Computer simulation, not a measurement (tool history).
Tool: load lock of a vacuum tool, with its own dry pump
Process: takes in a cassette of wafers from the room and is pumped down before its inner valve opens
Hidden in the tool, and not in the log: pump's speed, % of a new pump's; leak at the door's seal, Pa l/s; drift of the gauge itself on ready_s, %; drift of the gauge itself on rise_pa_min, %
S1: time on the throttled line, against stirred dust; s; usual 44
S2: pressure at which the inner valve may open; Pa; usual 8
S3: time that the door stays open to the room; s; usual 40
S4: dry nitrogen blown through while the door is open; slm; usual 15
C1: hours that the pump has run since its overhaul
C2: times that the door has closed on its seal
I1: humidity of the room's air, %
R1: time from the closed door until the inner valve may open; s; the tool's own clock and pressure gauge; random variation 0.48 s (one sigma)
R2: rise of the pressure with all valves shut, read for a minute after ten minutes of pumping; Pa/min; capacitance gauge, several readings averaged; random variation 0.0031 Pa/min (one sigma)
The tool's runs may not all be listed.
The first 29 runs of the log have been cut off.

{"run": 30, "day": 125.817, "S1": 44, "S2": 8, "S3": 88, "S4": 19, "C1": 5806, "C2": 11744, "I1": 43.3, "R1": 65.1, "R2": 0.088}
{"run": 31, "day": 129.529, "S1": 44, "S2": 13, "S3": 26, "S4": 19, "C1": 5895, "C2": 11983, "I1": 46.0, "R1": 63.8, "R2": 0.06}
{"run": 32, "day": 135.117, "S1": 73, "S2": 6, "S3": 31, "S4": 11, "C1": 6029, "C2": 12341, "I1": 45.6, "R1": 90.7, "R2": 0.073}
{"run": 33, "day": 140.946, "S1": 77, "S2": 15, "S3": 211, "S4": 8, "C1": 6169, "C2": 12715, "I1": 47.2, "R1": 90.3, "R2": 0.164}
{"run": 34, "day": 144.754, "S1": 24, "S2": 9, "S3": 40, "S4": 15, "C1": 6260, "C2": 12960, "I1": 47.5, "R1": 48.3, "R2": 0.077}
{"run": 35, "day": 147.238, "S1": 24, "S2": 9, "S3": 40, "S4": 15, "C1": 6320, "C2": 13119, "I1": 43.2, "R1": 48.3, "R2": 0.072}
{"run": 36, "day": 152.65, "S1": 66, "S2": 8, "S3": 51, "S4": 15, "C1": 6450, "C2": 13467, "I1": 48.4, "R1": 83.8, "R2": 0.084}
{"run": 37, "day": 156.95, "S1": 66, "S2": 9, "S3": 51, "S4": 5, "C1": 6553, "C2": 13743, "I1": 44.6, "R1": 83.6, "R2": 0.095}
{"run": 38, "day": 160.825, "S1": 44, "S2": 15, "S3": 29, "S4": 9, "C1": 6646, "C2": 13991, "I1": 44.2, "R1": 63.2, "R2": 0.073}

Forecast each of these 3 alternatives for the next run:
{"run": "A", "day": 166.212, "S1": 61, "S2": 15, "S3": 29, "S4": 9, "C1": 6775, "C2": 14337, "I1": 44.4, "R1": "?", "R2": "?"}
{"run": "B", "day": 166.212, "S1": 38, "S2": 7, "S3": 29, "S4": 42, "C1": 6775, "C2": 14337, "I1": 46.8, "R1": "?", "R2": "?"}
{"run": "C", "day": 166.212, "S1": 44, "S2": 15, "S3": 29, "S4": 12, "C1": 6775, "C2": 14337, "I1": 43.7, "R1": "?", "R2": "?"}

run=A R1=78.5 R2=0.071
run=B R1=61.7 R2=0.054
run=C R1=63.3 R2=0.064
What these runs would have given with no unlogged condition in the tool:
run=A R1=75.6 R2=0.060
run=B R1=57.7 R2=0.043
run=C R1=59.9 R2=0.052
